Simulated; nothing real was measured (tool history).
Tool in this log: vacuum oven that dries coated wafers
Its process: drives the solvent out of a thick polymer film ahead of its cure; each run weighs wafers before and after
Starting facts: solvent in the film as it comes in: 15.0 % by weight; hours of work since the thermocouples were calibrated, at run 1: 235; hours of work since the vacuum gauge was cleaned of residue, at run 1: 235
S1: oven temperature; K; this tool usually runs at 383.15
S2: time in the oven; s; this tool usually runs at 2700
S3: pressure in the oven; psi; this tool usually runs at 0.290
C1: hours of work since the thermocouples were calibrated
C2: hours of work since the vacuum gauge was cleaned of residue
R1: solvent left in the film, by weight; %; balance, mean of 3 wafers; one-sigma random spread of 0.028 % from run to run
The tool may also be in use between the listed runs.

run	hour	S1	S2	S3	C1	C2	R1
1	0.0	383.15	2700	0.290	235	235	2.79
2	58.6	383.15	2700	0.290	265	265	2.79
3	117.7	383.15	2700	0.290	296	296	2.79
4	209.3	383.15	2700	0.290	343	343	2.81
5	311.9	383.15	2700	0.290	395	395	2.80
6	391.7	383.15	2700	0.290	436	436	2.81
7	461.9	383.15	2700	0.290	472	472	2.84
8	522.1	383.15	2700	0.290	503	503	2.78
9	619.3	383.15	2700	0.202	553	553	2.30
10	721.7	383.15	2700	0.290	605	605	2.81
11	778.3	383.15	2700	0.290	634	634	2.82
12	846.3	383.15	2700	0.229	669	669	2.48
13	928.5	383.15	2700	0.229	711	711	2.46
14	977.6	394.15	2700	0.229	737	737	1.15
15	1061.8	383.15	2700	0.290	780	780	2.81
16	1167.5	383.15	2700	0.290	834	834	2.82
17	1224.7	377.15	2700	0.290	863	863	4.31
18	1326.1	375.15	2700	0.290	915	915	4.84
19	1410.2	383.15	2700	0.593	958	958	4.59
20	1486.4	383.15	2700	0.593	997	997	4.61
# hour 1554.7: oven's thermocouples calibrated
21	1592.0	383.15	2700	0.593	19	1051	4.56
# hour 1607.1: vacuum gauge cleaned of residue and calibrated
22	1676.4	393.15	3960	0.270	62	36	1.27
23	1741.1	393.15	3960	0.270	95	69	1.28
24	1842.5	383.15	2700	0.276	147	121	2.75
25	1954.7	377.15	2640	0.290	204	178	4.36
26	2005.5	377.15	2640	0.915	230	204	8.46
27	2095.8	393.15	2700	0.853	277	251	4.00
28	2148.9	385.15	4320	0.402	304	278	2.51
29	2208.1	385.15	4320	0.402	334	308	2.49
30	2281.0	379.15	4140	0.290	372	346	2.72
31	2380.3	372.15	2700	0.468	423	396	7.03
32	2492.2	372.15	2640	0.647	480	454	8.33
33	2590.4	387.15	4380	0.174	530	504	1.05
34	2689.6	387.15	4380	0.174	581	555	1.03
35	2800.2	383.15	1920	0.859	638	612	6.86
36	2910.6	383.15	1740	0.358	694	668	4.47
37	3020.0	383.15	2400	0.358	751	724	3.50
38	3111.3	377.15	3420	0.564	797	771	5.51
39	3180.4	377.15	3420	0.564	833	807	5.56
40	3298.3	377.15	3420	0.564	893	867	5.52

What would each run have given without the hidden state, its run-to-run variation left as it was?
What the log doesn't record here: true wafer temperature over the reading, C; true pressure over the reading, kPa; drift of the gauge itself on solvent_pct, %.
run	R1
1	2.79
2	2.79
3	2.78
4	2.80
5	2.79
6	2.80
7	2.83
8	2.77
9	2.29
10	2.80
11	2.81
12	2.47
13	2.44
14	1.14
15	2.79
16	2.80
17	4.29
18	4.82
19	4.57
20	4.59
21	4.54
22	1.27
23	1.28
24	2.74
25	4.35
26	8.45
27	3.99
28	2.50
29	2.49
30	2.71
31	7.01
32	8.31
33	1.05
34	1.02
35	6.84
36	4.45
37	3.48
38	5.49
39	5.54
40	5.49

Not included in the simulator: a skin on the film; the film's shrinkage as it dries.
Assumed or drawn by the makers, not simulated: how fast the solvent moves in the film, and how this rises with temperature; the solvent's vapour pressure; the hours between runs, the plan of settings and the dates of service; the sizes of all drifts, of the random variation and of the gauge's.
